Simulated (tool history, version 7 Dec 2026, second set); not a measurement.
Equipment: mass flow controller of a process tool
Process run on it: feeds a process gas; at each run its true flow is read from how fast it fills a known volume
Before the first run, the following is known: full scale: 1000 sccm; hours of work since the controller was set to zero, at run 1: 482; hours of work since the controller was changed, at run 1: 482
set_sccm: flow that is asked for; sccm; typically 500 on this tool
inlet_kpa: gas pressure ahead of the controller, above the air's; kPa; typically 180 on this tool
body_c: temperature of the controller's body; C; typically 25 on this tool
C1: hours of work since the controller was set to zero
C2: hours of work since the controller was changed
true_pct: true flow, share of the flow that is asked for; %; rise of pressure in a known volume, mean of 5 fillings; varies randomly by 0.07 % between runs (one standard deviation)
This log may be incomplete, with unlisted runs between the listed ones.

{"run": 1, "hour": 0.0, "set_sccm": 500, "inlet_kpa": 180, "body_c": 25, "C1": 482, "C2": 482, "true_pct": 99.22}
{"run": 2, "hour": 69.9, "set_sccm": 500, "inlet_kpa": 180, "body_c": 25, "C1": 536, "C2": 536, "true_pct": 99.07}
{"run": 3, "hour": 142.5, "set_sccm": 500, "inlet_kpa": 180, "body_c": 22, "C1": 592, "C2": 592, "true_pct": 98.91}
{"run": 4, "hour": 276.4, "set_sccm": 500, "inlet_kpa": 180, "body_c": 22, "C1": 694, "C2": 694, "true_pct": 98.94}
{"run": 5, "hour": 341.5, "set_sccm": 500, "inlet_kpa": 180, "body_c": 22, "C1": 744, "C2": 744, "true_pct": 99.08}
{"run": 6, "hour": 462.3, "set_sccm": 500, "inlet_kpa": 180, "body_c": 22, "C1": 837, "C2": 837, "true_pct": 98.95}
{"run": 7, "hour": 549.1, "set_sccm": 500, "inlet_kpa": 180, "body_c": 22, "C1": 904, "C2": 904, "true_pct": 98.81}
{"run": 8, "hour": 682.0, "set_sccm": 500, "inlet_kpa": 180, "body_c": 22, "C1": 1006, "C2": 1006, "true_pct": 98.93}
{"run": 9, "hour": 765.9, "set_sccm": 500, "inlet_kpa": 180, "body_c": 22, "C1": 1070, "C2": 1070, "true_pct": 98.82}
{"run": 10, "hour": 883.5, "set_sccm": 500, "inlet_kpa": 180, "body_c": 25, "C1": 1161, "C2": 1161, "true_pct": 98.87}
{"run": 11, "hour": 955.0, "set_sccm": 955, "inlet_kpa": 216, "body_c": 34, "C1": 1216, "C2": 1216, "true_pct": 100.12}
{"run": 12, "hour": 1050.5, "set_sccm": 955, "inlet_kpa": 216, "body_c": 34, "C1": 1289, "C2": 1289, "true_pct": 100.08}
{"hour": 1056.9, "done": "controller's zero set anew"}
{"run": 13, "hour": 1117.4, "set_sccm": 243, "inlet_kpa": 242, "body_c": 26, "C1": 46, "C2": 1340, "true_pct": 99.49}
{"run": 14, "hour": 1251.6, "set_sccm": 243, "inlet_kpa": 242, "body_c": 26, "C1": 150, "C2": 1443, "true_pct": 99.49}
{"hour": 1331.1, "done": "controller's zero set anew, once more"}
{"run": 15, "hour": 1340.7, "set_sccm": 500, "inlet_kpa": 180, "body_c": 23, "C1": 7, "C2": 1511, "true_pct": 98.22}
{"run": 16, "hour": 1468.5, "set_sccm": 500, "inlet_kpa": 180, "body_c": 23, "C1": 106, "C2": 1609, "true_pct": 98.16}
{"run": 17, "hour": 1605.0, "set_sccm": 131, "inlet_kpa": 180, "body_c": 21, "C1": 210, "C2": 1714, "true_pct": 97.58}
{"run": 18, "hour": 1681.6, "set_sccm": 789, "inlet_kpa": 159, "body_c": 37, "C1": 269, "C2": 1773, "true_pct": 99.81}
{"run": 19, "hour": 1803.0, "set_sccm": 447, "inlet_kpa": 180, "body_c": 27, "C1": 363, "C2": 1867, "true_pct": 98.52}

Run 20 comes next. What will it give?
{"run": 20, "hour": 1934.0, "set_sccm": 500, "inlet_kpa": 219, "body_c": 21, "C1": 463, "C2": 1967, "true_pct": "?"}

For run 20 the tool returned true_pct 97.83 %.
On a tool with no hidden condition, and with the same random variation, this run would have come out at true_pct 98.61 %.

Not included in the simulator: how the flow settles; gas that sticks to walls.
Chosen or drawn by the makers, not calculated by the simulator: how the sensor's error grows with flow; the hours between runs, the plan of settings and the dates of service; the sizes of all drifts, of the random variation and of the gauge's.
